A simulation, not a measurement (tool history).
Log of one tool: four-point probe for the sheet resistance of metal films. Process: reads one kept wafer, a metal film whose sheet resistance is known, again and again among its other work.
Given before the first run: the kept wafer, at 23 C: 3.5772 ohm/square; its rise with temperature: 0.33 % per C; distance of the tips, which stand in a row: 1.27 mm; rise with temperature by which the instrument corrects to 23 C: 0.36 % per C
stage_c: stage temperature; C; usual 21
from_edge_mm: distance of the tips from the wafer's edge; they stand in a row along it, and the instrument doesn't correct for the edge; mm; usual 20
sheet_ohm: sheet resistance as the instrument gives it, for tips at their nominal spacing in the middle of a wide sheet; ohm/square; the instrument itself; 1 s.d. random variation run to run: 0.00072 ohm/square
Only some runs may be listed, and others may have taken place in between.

run	hour	stage_c	from_edge_mm	sheet_ohm
1	0.0	21	20	3.587558
2	49.2	21	20	3.586166
3	88.4	23	20	3.584345
4	113.9	23	20	3.585975
5	147.4	23	55	3.578824
6	198.5	23	55	3.576517
7	223.3	29	7	3.635284
8	272.1	29	10	3.601571
9	300.4	28	11	3.597945
10	337.8	28	11	3.598128
11	362.4	28	11	3.597223

Alternative continuations, all from the tool just after run 11; predict every row:
A	391.4	21	4	?
B	391.4	22	4	?
C	391.4	24	12	?
D	391.4	23	20	?
E	391.4	34	13	?

run	sheet_ohm
A	3.763009
B	3.761869
C	3.598400
D	3.585345
E	3.585657
With the hidden condition removed and each run's random variation left untouched, the same runs would have given:
run	sheet_ohm
A	3.763040
B	3.761899
C	3.598430
D	3.585375
E	3.585689
